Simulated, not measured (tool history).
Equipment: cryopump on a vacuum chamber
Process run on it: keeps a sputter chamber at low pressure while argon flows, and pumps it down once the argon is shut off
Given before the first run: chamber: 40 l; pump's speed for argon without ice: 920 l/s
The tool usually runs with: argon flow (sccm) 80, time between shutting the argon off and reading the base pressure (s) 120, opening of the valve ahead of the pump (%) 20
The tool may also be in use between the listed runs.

run   hour  argon flow (sccm)  time between shutting the argon off and reading the base pressure (s)  opening of the valve ahead of the pump (%)  pressure while argon flows (Pa)  pressure after the wait (uPa)
  1    0.0                 80                                                                    120                                          20                           0.7571                           1.01
  2   14.9                 80                                                                    120                                          20                           0.7570                           1.00
  3   33.5                 80                                                                     45                                          20                           0.7535                           1.90
  4   51.9                 80                                                                     45                                          20                           0.7610                           1.90
  5   70.4                 80                                                                     45                                          20                           0.7584                           1.97
  6   84.0                 50                                                                    120                                          20                           0.4712                           1.02
  7   99.8                 55                                                                    120                                          20                           0.5233                           1.03
  8  113.3                 55                                                                    120                                          20                           0.5219                           1.03
  9  139.0                 55                                                                    120                                          20                           0.5227                           1.08
 10  161.6                150                                                                    120                                          20                           1.4230                           1.07
 11  182.5                150                                                                    120                                          20                           1.4261                           1.11
 12  196.4                150                                                                    120                                          20                           1.4272                           1.13
 13  213.0                150                                                                    120                                          20                           1.4434                           1.11
 14  231.9                150                                                                    120                                          20                           1.4302                           1.07
 15  247.2                150                                                                    120                                          20                           1.4324                           1.12
 16  270.8                 80                                                                    120                                          20                           0.7629                           1.12
 17  287.1                 80                                                                    120                                          20                           0.7671                           1.15
 18  299.8                 80                                                                    120                                          20                           0.7681                           1.15
 19  321.3                 80                                                                    120                                          20                           0.7644                           1.16
 20  346.4                 68                                                                    218                                          22                           0.5969                           0.94
 21  360.7                 68                                                                    218                                          22                           0.5919                           0.94
 22  385.4                 38                                                                     31                                          18                           0.4047                           2.75
 23  402.3                 38                                                                     31                                          18                           0.4062                           2.79
 24  415.0                 67                                                                     90                                          20                           0.6437                           1.37
 25  442.1                 67                                                                    119                                          20                           0.6469                           1.26
 26  460.7                 67                                                                    119                                          20                           0.6404                           1.21
 27  487.7                 67                                                                    119                                          20                           0.6480                           1.25
 28  514.0                 67                                                                    119                                          20                           0.6498                           1.29
 29  539.5                 37                                                                     24                                          17                           0.4166                           3.44
 30  551.4                 37                                                                     24                                          17                           0.4203                           3.52
 31  570.2                 37                                                                     24                                          17                           0.4204                           3.38
 32  591.9                 37                                                                     75                                          44                           0.1746                           1.56
 33  615.3                 37                                                                     75                                          44                           0.1758                           1.60
 34  630.6                 37                                                                     75                                          44                           0.1754                           1.64
 35  642.0                103                                                                     25                                          15                           1.3098                           3.43

3 ways to go on from here, each from the tool as it stands after run 35. What would each give?
  A  654.9                 65                                                                     55                                          36                                ?                              ?
  B  654.9                 67                                                                     23                                          18                                ?                              ?
  C  654.9                122                                                                     25                                          29                                ?                              ?

run  pressure while argon flows (Pa)  pressure after the wait (uPa)
  A                           0.3672                           1.98
  B                           0.7171                           3.65
  C                           0.8432                           3.33
What these runs would have given with no unlogged condition in the tool:
run  pressure while argon flows (Pa)  pressure after the wait (uPa)
  A                           0.3305                           1.50
  B                           0.6794                           3.16
  C                           0.7739                           2.85

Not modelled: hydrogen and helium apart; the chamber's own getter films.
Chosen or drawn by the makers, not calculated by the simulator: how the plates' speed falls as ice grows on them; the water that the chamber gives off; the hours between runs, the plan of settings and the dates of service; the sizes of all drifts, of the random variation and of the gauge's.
